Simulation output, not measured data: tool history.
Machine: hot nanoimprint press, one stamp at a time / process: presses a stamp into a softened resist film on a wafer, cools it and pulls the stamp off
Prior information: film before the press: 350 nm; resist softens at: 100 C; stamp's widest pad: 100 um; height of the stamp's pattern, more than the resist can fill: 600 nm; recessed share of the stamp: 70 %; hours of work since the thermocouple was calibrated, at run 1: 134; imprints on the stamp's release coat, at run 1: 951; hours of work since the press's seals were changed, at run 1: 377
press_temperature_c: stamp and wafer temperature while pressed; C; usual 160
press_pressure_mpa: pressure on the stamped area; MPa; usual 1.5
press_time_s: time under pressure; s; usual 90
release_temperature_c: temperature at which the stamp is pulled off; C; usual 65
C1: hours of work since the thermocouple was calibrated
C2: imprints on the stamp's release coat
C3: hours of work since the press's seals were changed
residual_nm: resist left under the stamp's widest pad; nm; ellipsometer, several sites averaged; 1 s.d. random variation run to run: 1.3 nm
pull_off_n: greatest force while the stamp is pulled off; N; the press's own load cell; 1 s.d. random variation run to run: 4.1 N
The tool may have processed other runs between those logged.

run 1 hour=0 | press_temperature_c=160 press_pressure_mpa=1.5 press_time_s=90 release_temperature_c=65 | C1=134 C2=951 C3=377 | residual_nm=197.6 pull_off_n=247
run 2 hour=8.5 | press_temperature_c=160 press_pressure_mpa=1.5 press_time_s=90 release_temperature_c=65 | C1=139 C2=970 C3=383 | residual_nm=192.4 pull_off_n=242
run 3 hour=19.7 | press_temperature_c=160 press_pressure_mpa=1.5 press_time_s=90 release_temperature_c=65 | C1=146 C2=995 C3=390 | residual_nm=191.8 pull_off_n=247
run 4 hour=29.6 | press_temperature_c=160 press_pressure_mpa=1.5 press_time_s=90 release_temperature_c=65 | C1=153 C2=1018 C3=396 | residual_nm=194.3 pull_off_n=247
run 5 hour=46.2 | press_temperature_c=160 press_pressure_mpa=1.5 press_time_s=90 release_temperature_c=65 | C1=163 C2=1055 C3=406 | residual_nm=194.9 pull_off_n=249
run 6 hour=59.2 | press_temperature_c=160 press_pressure_mpa=1.5 press_time_s=90 release_temperature_c=65 | C1=171 C2=1085 C3=414 | residual_nm=198.1 pull_off_n=253
run 7 hour=70.3 | press_temperature_c=160 press_pressure_mpa=1.5 press_time_s=90 release_temperature_c=65 | C1=178 C2=1110 C3=421 | residual_nm=193.6 pull_off_n=253
run 8 hour=86 | press_temperature_c=160 press_pressure_mpa=1.5 press_time_s=90 release_temperature_c=65 | C1=188 C2=1145 C3=431 | residual_nm=195.9 pull_off_n=256
run 9 hour=94.2 | press_temperature_c=160 press_pressure_mpa=1.5 press_time_s=90 release_temperature_c=65 | C1=193 C2=1164 C3=436 | residual_nm=190.4 pull_off_n=263
run 10 hour=103.4 | press_temperature_c=160 press_pressure_mpa=1.5 press_time_s=90 release_temperature_c=65 | C1=199 C2=1185 C3=442 | residual_nm=193.5 pull_off_n=253
run 11 hour=117.1 | press_temperature_c=160 press_pressure_mpa=1.5 press_time_s=90 release_temperature_c=59 | C1=207 C2=1216 C3=451 | residual_nm=194.6 pull_off_n=270
run 12 hour=132.8 | press_temperature_c=160 press_pressure_mpa=1.5 press_time_s=90 release_temperature_c=65 | C1=217 C2=1251 C3=460 | residual_nm=191.6 pull_off_n=257
run 13 hour=146.5 | press_temperature_c=149 press_pressure_mpa=1.5 press_time_s=90 release_temperature_c=65 | C1=226 C2=1282 C3=469 | residual_nm=265.6 pull_off_n=250
run 14 hour=162.9 | press_temperature_c=149 press_pressure_mpa=1.5 press_time_s=90 release_temperature_c=65 | C1=236 C2=1319 C3=479 | residual_nm=264.5 pull_off_n=263
run 15 hour=175.9 | press_temperature_c=160 press_pressure_mpa=1.5 press_time_s=90 release_temperature_c=58 | C1=244 C2=1349 C3=487 | residual_nm=191.5 pull_off_n=271
run 16 hour=187 | press_temperature_c=160 press_pressure_mpa=1.5 press_time_s=90 release_temperature_c=58 | C1=251 C2=1374 C3=494 | residual_nm=192.5 pull_off_n=284
run 17 hour=202.2 | press_temperature_c=160 press_pressure_mpa=1.5 press_time_s=90 release_temperature_c=58 | C1=260 C2=1408 C3=504 | residual_nm=190.6 pull_off_n=277
run 18 hour=213.6 | press_temperature_c=150 press_pressure_mpa=1.5 press_time_s=79 release_temperature_c=58 | C1=268 C2=1434 C3=511 | residual_nm=267.8 pull_off_n=275
run 19 hour=222.8 | press_temperature_c=160 press_pressure_mpa=1.5 press_time_s=56 release_temperature_c=65 | C1=273 C2=1455 C3=517 | residual_nm=220.1 pull_off_n=259
run 20 hour=233.6 | press_temperature_c=165 press_pressure_mpa=1.5 press_time_s=103 release_temperature_c=65 | C1=280 C2=1479 C3=523 | residual_nm=154.5 pull_off_n=264
run 21 hour=244 | press_temperature_c=163 press_pressure_mpa=0.98 press_time_s=53 release_temperature_c=56 | C1=286 C2=1503 C3=530 | residual_nm=241 pull_off_n=287
run 22 hour=254.6 | press_temperature_c=157 press_pressure_mpa=1.52 press_time_s=90 release_temperature_c=65 | C1=293 C2=1527 C3=536 | residual_nm=210.3 pull_off_n=276
run 23 hour=262.2 | press_temperature_c=157 press_pressure_mpa=1.52 press_time_s=90 release_temperature_c=65 | C1=298 C2=1544 C3=541 | residual_nm=210.9 pull_off_n=284
run 24 hour=273.2 | press_temperature_c=157 press_pressure_mpa=1.52 press_time_s=90 release_temperature_c=65 | C1=305 C2=1569 C3=548 | residual_nm=209.2 pull_off_n=270
run 25 hour=286.4 | press_temperature_c=157 press_pressure_mpa=1.52 press_time_s=90 release_temperature_c=65 | C1=313 C2=1599 C3=556 | residual_nm=207.5 pull_off_n=266
run 26 hour=301 | press_temperature_c=172 press_pressure_mpa=1.77 press_time_s=90 release_temperature_c=65 | C1=322 C2=1632 C3=565 | residual_nm=118.2 pull_off_n=273
run 27 hour=308.3 | press_temperature_c=172 press_pressure_mpa=1.77 press_time_s=90 release_temperature_c=65 | C1=327 C2=1648 C3=570 | residual_nm=119.2 pull_off_n=280
run 28 hour=323.8 | press_temperature_c=160 press_pressure_mpa=1.93 press_time_s=90 release_temperature_c=52 | C1=336 C2=1683 C3=580 | residual_nm=170.5 pull_off_n=313
run 29 hour=336.1 | press_temperature_c=161 press_pressure_mpa=2.35 press_time_s=50 release_temperature_c=65 | C1=344 C2=1711 C3=587 | residual_nm=189 pull_off_n=280

3 options for the next run, each taken on its own from the tool as it stands now. Forecast them:
run A hour=346.7 | press_temperature_c=160 press_pressure_mpa=1.5 press_time_s=90 release_temperature_c=54 | C1=351 C2=1735 C3=594 | residual_nm=? pull_off_n=?
run B hour=346.7 | press_temperature_c=149 press_pressure_mpa=1.5 press_time_s=90 release_temperature_c=64 | C1=351 C2=1735 C3=594 | residual_nm=? pull_off_n=?
run C hour=346.7 | press_temperature_c=149 press_pressure_mpa=1 press_time_s=105 release_temperature_c=65 | C1=351 C2=1735 C3=594 | residual_nm=? pull_off_n=?

run=A residual_nm=189.6 pull_off_n=299
run=B residual_nm=263.4 pull_off_n=273
run=C residual_nm=279.3 pull_off_n=278
Had the tool no hidden state, the same runs would have come out as:
run=A residual_nm=197.8 pull_off_n=209
run=B residual_nm=272.3 pull_off_n=192
run=C residual_nm=287.6 pull_off_n=194
